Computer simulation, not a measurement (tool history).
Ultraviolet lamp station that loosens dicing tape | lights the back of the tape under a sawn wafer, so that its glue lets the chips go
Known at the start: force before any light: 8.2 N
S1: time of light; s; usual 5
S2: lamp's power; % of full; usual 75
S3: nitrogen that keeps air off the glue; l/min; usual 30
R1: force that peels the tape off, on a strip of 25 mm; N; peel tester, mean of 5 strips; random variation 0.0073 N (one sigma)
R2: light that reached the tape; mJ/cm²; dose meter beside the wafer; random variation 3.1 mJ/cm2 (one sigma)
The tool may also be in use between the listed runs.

run 1 hour=0.0 | S1=5 S2=75 S3=30 | R1=0.336 R2=394
run 2 hour=35.6 | S1=5 S2=75 S3=15 | R1=0.473 R2=394
run 3 hour=63.2 | S1=5 S2=75 S3=15 | R1=0.478 R2=392
run 4 hour=101.1 | S1=5 S2=75 S3=15 | R1=0.459 R2=387
run 5 hour=138.1 | S1=5 S2=90 S3=15 | R1=0.340 R2=463
run 6 hour=164.4 | S1=5 S2=90 S3=15 | R1=0.337 R2=463
run 7 hour=194.8 | S1=5 S2=90 S3=15 | R1=0.350 R2=451
run 8 hour=212.1 | S1=5 S2=90 S3=15 | R1=0.360 R2=453
run 9 hour=244.3 | S1=5 S2=90 S3=15 | R1=0.371 R2=451
run 10 hour=262.7 | S1=5 S2=90 S3=15 | R1=0.358 R2=452
run 11 hour=284.2 | S1=5 S2=90 S3=10 | R1=0.441 R2=452
run 12 hour=307.6 | S1=5 S2=90 S3=10 | R1=0.458 R2=450
run 13 hour=326.5 | S1=5 S2=90 S3=10 | R1=0.442 R2=443
run 14 hour=349.1 | S1=5 S2=75 S3=30 | R1=0.397 R2=370
run 15 hour=378.5 | S1=5 S2=75 S3=30 | R1=0.395 R2=368
run 16 hour=396.0 | S1=5 S2=75 S3=11 | R1=0.641 R2=366
run 17 hour=426.1 | S1=5 S2=75 S3=30 | R1=0.433 R2=365
run 18 hour=460.6 | S1=3 S2=80 S3=15 | R1=1.317 R2=231
run 19 hour=497.6 | S1=3 S2=78 S3=17 | R1=1.306 R2=226
run 20 hour=531.0 | S1=3 S2=78 S3=17 | R1=1.319 R2=221
-- hour=533.5 window cleaned of glue's vapour
run 21 hour=558.6 | S1=4 S2=97 S3=11 | R1=0.617 R2=360
run 22 hour=596.4 | S1=2 S2=76 S3=30 | R1=2.173 R2=140
run 23 hour=633.1 | S1=3 S2=76 S3=19 | R1=1.452 R2=208
-- hour=645.6 window cleaned of glue's vapour, once more
run 24 hour=657.9 | S1=3 S2=76 S3=19 | R1=1.252 R2=221
run 25 hour=693.4 | S1=3 S2=90 S3=21 | R1=0.900 R2=260
run 26 hour=729.6 | S1=3 S2=87 S3=16 | R1=1.159 R2=248
run 27 hour=754.8 | S1=6 S2=87 S3=16 | R1=0.295 R2=495
run 28 hour=774.0 | S1=6 S2=87 S3=20 | R1=0.279 R2=493
run 29 hour=807.5 | S1=9 S2=87 S3=32 | R1=0.196 R2=736
run 30 hour=834.6 | S1=9 S2=87 S3=32 | R1=0.197 R2=728
run 31 hour=872.7 | S1=9 S2=87 S3=32 | R1=0.203 R2=721
run 32 hour=899.9 | S1=9 S2=87 S3=32 | R1=0.183 R2=721
run 33 hour=928.6 | S1=9 S2=83 S3=32 | R1=0.197 R2=681

Forecast each of these 3 alternatives for the next run:
run A hour=950.6 | S1=5 S2=85 S3=25 | R1=? R2=?
run B hour=950.6 | S1=9 S2=83 S3=20 | R1=? R2=?
run C hour=950.6 | S1=3 S2=83 S3=32 | R1=? R2=?

run=A R1=0.396 R2=393
run=B R1=0.208 R2=676
run=C R1=1.037 R2=226
Without the tool's hidden state the same runs would have given:
run=A R1=0.240 R2=546
run=B R1=0.193 R2=939
run=C R1=0.542 R2=315

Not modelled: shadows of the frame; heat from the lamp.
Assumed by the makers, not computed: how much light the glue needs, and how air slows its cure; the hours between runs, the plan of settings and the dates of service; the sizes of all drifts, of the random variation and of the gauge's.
